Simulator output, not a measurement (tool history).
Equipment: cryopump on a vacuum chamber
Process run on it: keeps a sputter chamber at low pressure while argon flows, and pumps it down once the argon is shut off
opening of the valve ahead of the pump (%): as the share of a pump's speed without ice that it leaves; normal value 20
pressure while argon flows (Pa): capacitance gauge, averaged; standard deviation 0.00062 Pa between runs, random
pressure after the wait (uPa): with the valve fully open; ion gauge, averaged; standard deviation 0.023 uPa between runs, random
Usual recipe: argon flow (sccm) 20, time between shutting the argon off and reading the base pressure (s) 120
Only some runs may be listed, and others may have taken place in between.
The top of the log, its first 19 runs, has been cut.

| run | hour | argon flow (sccm) | time between shutting the argon off and reading the base pressure (s) | opening of the valve ahead of the pump (%) | hours of work since the pump was warmed up and emptied | hours of work since the cold head was overhauled | hours of work since the chamber's fittings were tightened | pressure while argon flows (Pa) | pressure after the wait (uPa) |
|---|---|---|---|---|---|---|---|---|---|
| 20 | 285.2 | 36 | 29 | 18 | 443 | 443 | 1607 | 0.1849 | 3.40 |
| 21 | 295.4 | 26 | 29 | 18 | 452 | 452 | 1616 | 0.1337 | 3.42 |
| 22 | 309.0 | 17 | 120 | 23 | 464 | 464 | 1628 | 0.0682 | 1.62 |
| 23 | 324.1 | 20 | 149 | 51 | 477 | 477 | 1642 | 0.0360 | 1.49 |
| 24 | 339.5 | 20 | 149 | 51 | 491 | 491 | 1655 | 0.0376 | 1.53 |
| 25 | 350.1 | 20 | 24 | 51 | 500 | 500 | 1665 | 0.0375 | 3.99 |
| 26 | 361.0 | 20 | 24 | 51 | 510 | 510 | 1674 | 0.0378 | 3.96 |
| 27 | 379.2 | 20 | 24 | 51 | 526 | 526 | 1691 | 0.0386 | 3.96 |
| 28 | 391.2 | 20 | 24 | 51 | 536 | 536 | 1701 | 0.0380 | 4.01 |

For run 29, what comes out?
| 29 | 401.5 | 8 | 123 | 16 | 546 | 546 | 1710 | ? | ? |

{"run 29": {"pressure while argon flows (Pa)": 0.0469, "pressure after the wait (uPa)": 1.56}}
If the tool had no hidden condition, the same run with the same run-to-run variation would have returned pressure while argon flows (Pa) 0.0462, pressure after the wait (uPa) 0.68.
